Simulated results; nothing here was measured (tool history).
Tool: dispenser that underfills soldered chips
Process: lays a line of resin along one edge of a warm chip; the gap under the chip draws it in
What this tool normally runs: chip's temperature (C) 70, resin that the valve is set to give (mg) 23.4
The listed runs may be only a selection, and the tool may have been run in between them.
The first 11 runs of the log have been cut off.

run   hour  chip's temperature (C)  resin that the valve is set to give (mg)  time until the resin shows at the far edge (s)  resin that the valve gave (mg)
      51.9  -- new syringe of resin
 12   55.2                      70                                      27.5                                            61.2                           27.24
 13     58                      70                                      27.5                                            69.7                           27.17
 14   60.8                      70                                      27.5                                            79.3                           26.85
 15   64.3                      70                                      27.5                                            92.4                           26.98
      65.2  -- new syringe of resin
 16   69.7                      70                                      27.5                                            64.4                           26.86
 17   75.3                      70                                      27.5                                            83.9                           26.78
      78.9  -- new syringe of resin
 18   80.4                      63                                      23.4                                            74.1                           22.73
 19   85.4                      56                                      21.9                                           118.1                           21.34
 20   89.6                      56                                      21.9                                           140.4                           21.38
      92.4  -- new syringe of resin
 21   95.3                      64                                      25.8                                            76.5                           24.82
 22   98.9                      85                                        29                                            47.3                           27.91
 23  103.9                      85                                        29                                            57.9                           27.72
     105.7  -- new syringe of resin
 24  109.9                      85                                        29                                            40.7                           27.74
 25  115.3                      85                                        29                                            53.1                           27.51
     118.8  -- new syringe of resin
 26  119.3                      65                                      22.7                                            67.3                           21.56
 27  124.3                      58                                      28.6                                            98.5                           27.28
 28  128.7                      58                                      28.6                                           120.6                           27.11
 29  131.4                      58                                      28.6                                           132.8                              27
     132.2  -- new syringe of resin
 30  136.3                      70                                      22.8                                              70                           21.54
 31  140.3                      58                                        28                                           114.1                           26.19
 32  144.8                      65                                      27.5                                           112.1                           25.84
     145.5  -- new syringe of resin
 33  147.9                      65                                      22.8                                              74                           21.38
 34  151.1                      71                                      27.3                                            67.7                           25.39
 35  153.7                      71                                      27.3                                            74.6                            25.4

Each row is a separate what-if for the run after 35, all from the same tool condition, not one after another. Results?
     158.9  -- new syringe of resin
  A  159.9                      58                                      23.4                                               ?                               ?
     158.9  -- new syringe of resin
  B  159.9                      70                                        24                                               ?                               ?
     158.9  -- new syringe of resin
  C  159.9                      69                                      25.1                                               ?                               ?
     158.9  -- new syringe of resin
  D  159.9                      70                                      23.4                                               ?                               ?

run  time until the resin shows at the far edge (s)  resin that the valve gave (mg)
  A                                            89.1                           21.79
  B                                            59.8                           22.58
  C                                            60.8                           23.36
  D                                            59.9                           21.68
Stripped of hidden state, with their random variation kept, the same runs would have yielded:
run  time until the resin shows at the far edge (s)  resin that the valve gave (mg)
  A                                              81                           23.37
  B                                            54.6                           24.21
  C                                            55.7                           25.06
  D                                            54.6                           23.25
